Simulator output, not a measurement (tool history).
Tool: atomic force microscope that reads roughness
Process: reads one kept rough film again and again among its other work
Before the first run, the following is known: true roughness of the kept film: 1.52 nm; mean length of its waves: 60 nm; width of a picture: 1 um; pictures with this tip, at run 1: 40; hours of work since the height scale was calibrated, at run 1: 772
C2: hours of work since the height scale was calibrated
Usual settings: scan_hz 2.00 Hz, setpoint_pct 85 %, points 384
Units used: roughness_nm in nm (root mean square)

{"run": 1, "day": 0.0, "scan_hz": 2.0, "setpoint_pct": 85, "points": 384, "pictures with this tip": 40, "C2": 772, "roughness_nm": 1.165}
{"day": 1.2, "done": "new tip fitted"}
{"run": 2, "day": 1.475, "scan_hz": 2.0, "setpoint_pct": 66, "points": 384, "pictures with this tip": 12, "C2": 795, "roughness_nm": 1.37}
{"run": 3, "day": 2.388, "scan_hz": 2.0, "setpoint_pct": 85, "points": 348, "pictures with this tip": 55, "C2": 810, "roughness_nm": 1.162}
{"day": 3.275, "done": "new tip fitted"}
{"run": 4, "day": 4.042, "scan_hz": 2.0, "setpoint_pct": 85, "points": 348, "pictures with this tip": 36, "C2": 836, "roughness_nm": 1.165}
{"run": 5, "day": 5.208, "scan_hz": 2.0, "setpoint_pct": 85, "points": 306, "pictures with this tip": 91, "C2": 855, "roughness_nm": 1.154}
{"day": 5.371, "done": "new tip fitted"}
{"run": 6, "day": 6.667, "scan_hz": 2.0, "setpoint_pct": 85, "points": 306, "pictures with this tip": 61, "C2": 878, "roughness_nm": 1.164}
{"day": 7.45, "done": "new tip fitted"}
{"run": 7, "day": 7.925, "scan_hz": 2.0, "setpoint_pct": 85, "points": 860, "pictures with this tip": 22, "C2": 897, "roughness_nm": 1.171}
{"run": 8, "day": 8.7, "scan_hz": 2.0, "setpoint_pct": 85, "points": 384, "pictures with this tip": 58, "C2": 910, "roughness_nm": 1.164}
{"day": 9.529, "done": "new tip fitted"}
{"run": 9, "day": 10.271, "scan_hz": 2.0, "setpoint_pct": 85, "points": 384, "pictures with this tip": 35, "C2": 935, "roughness_nm": 1.166}
{"run": 10, "day": 11.354, "scan_hz": 2.0, "setpoint_pct": 85, "points": 384, "pictures with this tip": 85, "C2": 952, "roughness_nm": 1.159}
{"day": 11.608, "done": "new tip fitted"}
{"run": 11, "day": 12.221, "scan_hz": 2.0, "setpoint_pct": 85, "points": 384, "pictures with this tip": 29, "C2": 965, "roughness_nm": 1.167}
{"run": 12, "day": 12.946, "scan_hz": 2.0, "setpoint_pct": 85, "points": 384, "pictures with this tip": 63, "C2": 977, "roughness_nm": 1.162}
{"day": 13.696, "done": "new tip fitted"}
{"run": 13, "day": 14.442, "scan_hz": 0.55, "setpoint_pct": 56, "points": 530, "pictures with this tip": 35, "C2": 1001, "roughness_nm": 1.486}
{"day": 15.792, "done": "new tip fitted"}
{"run": 14, "day": 15.975, "scan_hz": 1.87, "setpoint_pct": 56, "points": 530, "pictures with this tip": 9, "C2": 1025, "roughness_nm": 1.443}
{"run": 15, "day": 17.088, "scan_hz": 2.0, "setpoint_pct": 78, "points": 829, "pictures with this tip": 61, "C2": 1043, "roughness_nm": 1.248}
{"day": 17.854, "done": "new tip fitted"}
{"run": 16, "day": 18.562, "scan_hz": 0.63, "setpoint_pct": 85, "points": 384, "pictures with this tip": 34, "C2": 1066, "roughness_nm": 1.382}
{"day": 18.75, "done": "height scale calibrated on a step standard"}
{"day": 19.967, "done": "new tip fitted"}
{"run": 17, "day": 20.292, "scan_hz": 0.63, "setpoint_pct": 85, "points": 384, "pictures with this tip": 15, "C2": 24, "roughness_nm": 1.394}
{"run": 18, "day": 21.738, "scan_hz": 0.63, "setpoint_pct": 81, "points": 451, "pictures with this tip": 83, "C2": 47, "roughness_nm": 1.394}
{"day": 22.079, "done": "new tip fitted"}
{"run": 19, "day": 23.138, "scan_hz": 0.63, "setpoint_pct": 81, "points": 451, "pictures with this tip": 49, "C2": 70, "roughness_nm": 1.407}
{"day": 24.204, "done": "new tip fitted"}
{"run": 20, "day": 24.246, "scan_hz": 2.88, "setpoint_pct": 59, "points": 384, "pictures with this tip": 2, "C2": 87, "roughness_nm": 1.391}
{"run": 21, "day": 25.842, "scan_hz": 2.88, "setpoint_pct": 59, "points": 384, "pictures with this tip": 76, "C2": 112, "roughness_nm": 1.369}
{"day": 26.338, "done": "new tip fitted"}
{"run": 22, "day": 27.029, "scan_hz": 1.28, "setpoint_pct": 63, "points": 500, "pictures with this tip": 33, "C2": 131, "roughness_nm": 1.441}
{"day": 27.721, "done": "height scale calibrated on a step standard, once more"}
{"run": 23, "day": 27.962, "scan_hz": 1.0, "setpoint_pct": 56, "points": 500, "pictures with this tip": 74, "C2": 4, "roughness_nm": 1.445}
{"day": 28.446, "done": "new tip fitted"}
{"run": 24, "day": 28.804, "scan_hz": 2.0, "setpoint_pct": 82, "points": 296, "pictures with this tip": 16, "C2": 17, "roughness_nm": 1.194}

3 ways to go on from here, each from the tool as it stands after run 24. What would each give?
{"run": "A", "day": 29.621, "scan_hz": 1.83, "setpoint_pct": 81, "points": 771, "pictures with this tip": 55, "C2": 30, "roughness_nm": "?"}
{"run": "B", "day": 29.621, "scan_hz": 2.0, "setpoint_pct": 85, "points": 684, "pictures with this tip": 55, "C2": 30, "roughness_nm": "?"}
{"run": "C", "day": 29.621, "scan_hz": 1.09, "setpoint_pct": 71, "points": 308, "pictures with this tip": 55, "C2": 30, "roughness_nm": "?"}

run=A roughness_nm=1.218
run=B roughness_nm=1.151
run=C roughness_nm=1.376
Had the tool no hidden state, the same runs would have come out as:
run=A roughness_nm=1.232
run=B roughness_nm=1.164
run=C roughness_nm=1.391
